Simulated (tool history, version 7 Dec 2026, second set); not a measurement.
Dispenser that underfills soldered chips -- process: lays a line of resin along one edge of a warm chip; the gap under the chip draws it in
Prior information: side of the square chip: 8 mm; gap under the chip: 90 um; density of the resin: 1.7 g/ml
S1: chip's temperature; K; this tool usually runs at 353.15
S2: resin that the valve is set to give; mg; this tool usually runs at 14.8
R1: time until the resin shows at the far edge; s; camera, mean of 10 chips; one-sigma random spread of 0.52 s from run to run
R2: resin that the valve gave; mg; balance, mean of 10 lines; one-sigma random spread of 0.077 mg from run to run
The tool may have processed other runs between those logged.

run 1 day=0 | S1=353.15 S2=14.8 | R1=44.3 R2=14.45
-- day=0.275 new syringe of resin
run 2 day=0.525 | S1=353.15 S2=18.2 | R1=48.9 R2=17.36
-- day=0.625 new syringe of resin
run 3 day=0.808 | S1=355.15 S2=14.8 | R1=46.1 R2=14.07
-- day=0.946 new syringe of resin
run 4 day=1.179 | S1=347.15 S2=14.8 | R1=59.1 R2=14.06
-- day=1.275 new syringe of resin
run 5 day=1.479 | S1=353.15 S2=13.2 | R1=50.2 R2=12.67
-- day=1.604 new syringe of resin
run 6 day=1.888 | S1=353.15 S2=13.2 | R1=54.3 R2=12.3
-- day=1.933 new syringe of resin
run 7 day=2.125 | S1=353.15 S2=13.2 | R1=52 R2=12.31
-- day=2.258 new syringe of resin
-- day=2.588 new syringe of resin
run 8 day=2.621 | S1=353.15 S2=14.8 | R1=42.1 R2=13.74
-- day=2.912 new syringe of resin
run 9 day=2.925 | S1=353.15 S2=14.8 | R1=42.4 R2=13.53
-- day=3.125 dispensing valve cleaned and set on the balance
run 10 day=3.204 | S1=353.15 S2=14.8 | R1=50.5 R2=14.95
-- day=3.283 new syringe of resin
-- day=3.612 new syringe of resin
run 11 day=3.646 | S1=353.15 S2=14.8 | R1=41.2 R2=14.75
run 12 day=3.867 | S1=351.15 S2=14.8 | R1=50.4 R2=14.84
-- day=3.938 new syringe of resin
-- day=4.25 new syringe of resin
run 13 day=4.358 | S1=351.15 S2=14.8 | R1=46.4 R2=14.59
-- day=4.6 new syringe of resin
run 14 day=4.621 | S1=341.15 S2=14.8 | R1=59.2 R2=14.56
-- day=4.929 new syringe of resin
run 15 day=4.958 | S1=341.15 S2=14.8 | R1=58.9 R2=14.43
-- day=5.254 new syringe of resin
run 16 day=5.462 | S1=365.15 S2=15.6 | R1=34.4 R2=15.06
-- day=5.575 new syringe of resin
run 17 day=5.842 | S1=364.15 S2=14 | R1=38.9 R2=13.41
-- day=5.9 new syringe of resin
-- day=6.238 new syringe of resin
run 18 day=6.321 | S1=367.15 S2=13.8 | R1=29.8 R2=13.13
-- day=6.571 new syringe of resin
run 19 day=6.708 | S1=364.15 S2=13.5 | R1=34.1 R2=12.75
-- day=6.917 new syringe of resin
run 20 day=6.988 | S1=366.15 S2=15.9 | R1=29.8 R2=14.81
-- day=7.238 new syringe of resin
run 21 day=7.342 | S1=355.15 S2=14.1 | R1=41.9 R2=13.24
-- day=7.571 new syringe of resin
run 22 day=7.85 | S1=365.15 S2=13.5 | R1=38.4 R2=12.54
-- day=7.9 new syringe of resin
-- day=8.204 dispensing valve cleaned and set on the balance
-- day=8.275 new syringe of resin
run 23 day=8.288 | S1=341.15 S2=15.7 | R1=58.5 R2=15.64
-- day=8.596 new syringe of resin
run 24 day=8.729 | S1=365.15 S2=19.1 | R1=31.5 R2=18.97

Below are 4 alternative next runs, each starting from the tool's condition after run 24. Predict each:
-- day=8.921 new syringe of resin
run A day=8.996 | S1=345.15 S2=12.6 | R1=? R2=?
-- day=8.921 new syringe of resin
run B day=8.996 | S1=341.15 S2=12.9 | R1=? R2=?
-- day=8.921 new syringe of resin
run C day=8.996 | S1=365.15 S2=18.2 | R1=? R2=?
-- day=8.921 new syringe of resin
run D day=8.996 | S1=349.15 S2=16.6 | R1=? R2=?

run=A R1=56.6 R2=12.48
run=B R1=63.5 R2=12.87
run=C R1=30.3 R2=18.02
run=D R1=47.3 R2=16.54
Without the tool's unlogged condition, the same runs would have read:
run=A R1=56.4 R2=12.6
run=B R1=63.5 R2=12.99
run=C R1=30.1 R2=18.2
run=D R1=47.3 R2=16.7
